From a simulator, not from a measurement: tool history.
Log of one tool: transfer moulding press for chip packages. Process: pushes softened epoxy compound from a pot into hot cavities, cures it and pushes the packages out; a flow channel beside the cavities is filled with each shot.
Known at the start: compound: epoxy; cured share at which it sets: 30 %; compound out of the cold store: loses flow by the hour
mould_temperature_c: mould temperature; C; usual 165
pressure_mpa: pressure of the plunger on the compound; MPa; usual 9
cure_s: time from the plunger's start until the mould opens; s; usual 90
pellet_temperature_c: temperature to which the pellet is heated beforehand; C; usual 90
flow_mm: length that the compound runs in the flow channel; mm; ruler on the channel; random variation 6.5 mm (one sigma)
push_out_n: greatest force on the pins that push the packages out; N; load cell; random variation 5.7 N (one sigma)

run,hour,mould_temperature_c,pressure_mpa,cure_s,pellet_temperature_c,incoming compound's hours out of the cold store,flow_mm,push_out_n
1,0,165,9,90,90,25.6,707,206
2,35.1,165,9,90,83,17.6,718,283
3,61.1,165,9,90,83,38.1,669,319
# hour 79.2: cavities cleaned with cleaning compound and waxed
4,116.3,165,9,90,83,29.4,684,291
5,154.5,165,9,90,91,23.1,689,315
# hour 160.7: cavities cleaned with cleaning compound and waxed
6,183.9,165,9,90,91,29.8,644,266
7,220.9,165,10.58,90,90,17.4,732,312
# hour 238.9: cavities cleaned with cleaning compound and waxed
# hour 252.4: plunger's sealing rings changed
8,261.2,165,10.58,90,90,32.3,802,252
9,292.6,165,10.58,90,90,45.5,764,289
# hour 322.1: cavities cleaned with cleaning compound and waxed
10,347.6,165,10.58,90,90,41.5,757,258
11,371.7,165,10.58,90,90,19.1,820,303
12,395.4,162,10.58,90,90,36.3,780,366
# hour 401.1: mould's thermocouples calibrated
# hour 402.6: cavities cleaned with cleaning compound and waxed
13,422.8,162,10.58,90,90,42.4,748,308
14,463.8,165,9.82,90,90,18.2,759,313
# hour 484.2: cavities cleaned with cleaning compound and waxed
15,490.1,163,8.02,88,90,31.7,672,252
# hour 508.4: mould's thermocouples calibrated, once more
16,529.8,169,8.02,83,98,26.4,651,275
# hour 566.9: cavities cleaned with cleaning compound and waxed
17,569.7,160,8.14,89,98,33.1,664,300
18,621.8,160,8.14,89,98,17.7,687,444
# hour 646.8: cavities cleaned with cleaning compound and waxed
19,672.1,160,9.16,111,91,16.2,724,252
20,717.1,160,9.16,111,91,24.4,691,294
# hour 728.1: cavities cleaned with cleaning compound and waxed
21,761.1,160,7.5,111,91,26,608,257

Forecast run 22:
# hour 772.6: plunger's sealing rings changed
22,801.9,165,8.07,84,90,25.2,?,?

flow_mm: 698 mm
push_out_n: 356 N
Without the tool's hidden state the same run would have given flow_mm 706 mm, push_out_n 237 N.
